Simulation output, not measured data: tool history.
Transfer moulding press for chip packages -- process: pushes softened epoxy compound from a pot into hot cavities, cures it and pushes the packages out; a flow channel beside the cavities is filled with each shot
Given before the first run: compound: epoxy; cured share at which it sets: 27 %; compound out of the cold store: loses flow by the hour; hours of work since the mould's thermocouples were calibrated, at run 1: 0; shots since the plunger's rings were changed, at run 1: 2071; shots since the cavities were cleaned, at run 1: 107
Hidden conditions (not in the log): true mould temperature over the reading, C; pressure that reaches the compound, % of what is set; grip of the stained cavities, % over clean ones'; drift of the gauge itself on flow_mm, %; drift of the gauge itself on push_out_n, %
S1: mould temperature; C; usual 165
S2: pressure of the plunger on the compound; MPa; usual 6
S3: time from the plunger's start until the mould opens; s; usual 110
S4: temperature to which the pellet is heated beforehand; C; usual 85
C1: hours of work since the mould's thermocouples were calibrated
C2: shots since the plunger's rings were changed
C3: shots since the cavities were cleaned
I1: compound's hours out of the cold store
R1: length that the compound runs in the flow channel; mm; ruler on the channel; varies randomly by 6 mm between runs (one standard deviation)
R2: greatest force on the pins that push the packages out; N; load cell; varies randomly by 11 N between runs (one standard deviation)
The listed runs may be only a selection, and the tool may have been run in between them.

run	hour	S1	S2	S3	S4	C1	C2	C3	I1	R1	R2
1	0	165	6	110	85	0	2071	107	42.2	566	575
2	17.9	165	6	110	85	12	2286	322	47.7	549	671
3	34.8	165	6	110	85	23	2487	523	41.3	561	753
# hour 48.1: cavities cleaned with cleaning compound and waxed
4	53.7	165	5.7	110	85	35	2696	68	19.9	589	603
5	66.8	165	6	110	85	44	2852	224	39.8	543	647
6	88.2	168	4.67	106	83	58	3108	480	37.5	494	655
7	99.8	168	4.67	106	83	66	3247	619	19.8	522	716
# hour 105: cavities cleaned with cleaning compound and waxed
8	111.4	168	4.67	106	83	73	3367	76	30	503	529
# hour 116.9: plunger's sealing rings changed
9	125.2	168	4.67	106	83	80	98	211	33.1	524	599
10	143.8	171	5.28	96	80	93	320	433	43.4	525	646

Each row is a separate what-if for the run after 10, all from the same tool condition, not one after another. Results?
A	159.4	162	5.28	96	91	103	508	621	23.3	?	?
B	159.4	171	7.49	96	80	103	508	621	45.8	?	?
C	159.4	170	5.28	99	80	103	508	621	11.2	?	?

run	R1	R2
A	596	1141
B	620	690
C	602	713
With no hidden state in the tool, these same runs would have given:
run	R1	R2
A	602	748
B	626	464
C	608	476
